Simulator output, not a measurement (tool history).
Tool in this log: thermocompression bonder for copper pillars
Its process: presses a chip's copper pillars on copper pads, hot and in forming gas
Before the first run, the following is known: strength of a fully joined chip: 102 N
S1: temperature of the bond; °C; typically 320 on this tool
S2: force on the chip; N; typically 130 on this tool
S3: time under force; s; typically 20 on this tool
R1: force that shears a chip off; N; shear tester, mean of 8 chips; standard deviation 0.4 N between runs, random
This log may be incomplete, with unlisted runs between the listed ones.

run	day	S1	S2	S3	R1
1	0.000	320	130	20	51.8
2	0.542	320	130	20	51.2
3	1.258	320	130	20	52.0
4	2.188	322	130	20	52.0
5	2.988	322	98	20	42.9
6	3.829	346	130	20	63.5
7	4.700	346	130	20	62.6
8	5.392	320	130	11	40.9
9	5.996	320	130	11	41.4
10	6.650	320	130	11	40.1
11	7.296	320	130	11	39.4
12	8.221	290	130	20	36.3
13	8.800	320	130	33	58.9
14	9.583	305	130	33	51.2
15	10.375	305	130	33	50.1
16	10.829	305	130	33	50.6
17	11.592	305	130	33	50.2
18	12.025	305	130	19	40.6
19	12.617	320	130	20	48.2
20	13.246	320	130	20	48.4
21	14.196	320	115	20	44.6
22	14.712	320	115	20	43.9
23	15.412	320	115	20	43.7
# day 15.488: forming gas filter changed
24	16.362	320	167	51	75.5
25	17.079	319	84	50	51.1
26	17.958	319	84	50	50.7
# day 18.108: heater calibrated with a thermocouple chip
27	18.904	337	102	50	64.9
28	19.833	326	130	20	51.0
29	20.533	318	149	20	51.3
# day 20.967: heater calibrated with a thermocouple chip, once more
30	21.412	320	79	20	35.4
31	22.371	320	79	20	35.4
32	22.942	291	117	12	28.2
33	23.450	344	130	17	58.6
34	24.371	332	189	42	80.7
35	24.908	303	182	20	51.8
36	25.846	310	102	44	49.9
37	26.296	333	127	48	69.7
38	26.721	333	127	48	69.4
39	27.296	333	127	48	69.6
40	28.062	333	127	48	69.5

Pick out some run-to-run changes in R1. Of each, how much would a tool without hidden state show as well, from the settings, what came in and chance, and how much is left for the hidden state and any gauge scatter not in both results compared?
Unlogged tool condition in this case: true temperature of the bond over the reading, C; force that reaches the chip, % of what is set; oxide that the forming gas leaves, % of the face; drift of the gauge itself on shear_n, %.
Run 23 -> 24: S2 115 -> 167, S3 20 -> 51, forming gas filter changed. R1 +31.8 N: hidden state +1.7, all else +30.1.
Run 26 -> 27: S1 319 -> 337, S2 84 -> 102, heater calibrated with a thermocouple chip. R1 +14.2 N: hidden state -1.7, all else +15.9.
Run 29 -> 30: S1 318 -> 320, S2 149 -> 79, heater calibrated with a thermocouple chip, once more. R1 -15.9 N: hidden state +3.5, all else -19.4.
Run 32 -> 33: S1 291 -> 344, S2 117 -> 130, S3 12 -> 17. R1 +30.4 N: hidden state -1.5, all else +31.9.
Run 34 -> 35: S1 332 -> 303, S2 189 -> 182, S3 42 -> 20. R1 -28.9 N: hidden state +0.1, all else -29.0.
